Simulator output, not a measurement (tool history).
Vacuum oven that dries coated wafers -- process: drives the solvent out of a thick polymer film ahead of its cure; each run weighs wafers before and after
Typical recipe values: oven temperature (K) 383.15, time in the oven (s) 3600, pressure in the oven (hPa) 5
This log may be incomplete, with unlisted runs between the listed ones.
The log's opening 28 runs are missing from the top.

run,hour,oven temperature (K),time in the oven (s),pressure in the oven (hPa),solvent left in the film (%)
29,462.5,394.15,2940,13.27,0.609
30,483.6,379.15,4020,13.27,1.332
31,497.1,379.15,3600,10.01,1.355
32,514.1,379.15,1980,10.52,3.483
33,537.4,392.15,6240,10.52,0.43
34,548.4,383.15,5040,6.24,0.452
35,564.1,383.15,5040,6.24,0.458
36,580.9,377.15,1980,6.24,3.731
37,603.3,377.15,1980,6.24,3.71
38,624.3,370.15,1920,5.91,5.71
39,644.1,370.15,1920,5.91,5.725
40,663.4,370.15,1920,5.91,5.692
41,675.9,370.15,4260,5.91,2.006
42,687.6,370.15,4260,5.91,2.008
43,700.4,370.15,3600,5,2.573
44,715.2,373.15,3600,12.06,2.416
45,731.7,373.15,3600,12.06,2.426
46,751.9,383.15,2820,6.71,1.244

Alternative continuations, all from the tool just after run 46; predict every row:
# hour 769.3: oven's thermocouples calibrated
A,772.9,391.15,4980,6.71,?
# hour 769.3: oven's thermocouples calibrated
B,772.9,377.15,3960,2.62,?
# hour 769.3: oven's thermocouples calibrated
C,772.9,398.15,3480,15.31,?

run,solvent left in the film (%)
A,0.326
B,1.085
C,0.537
Without the tool's unlogged condition, the same runs would have read:
run,solvent left in the film (%)
A,0.273
B,1.025
C,0.497
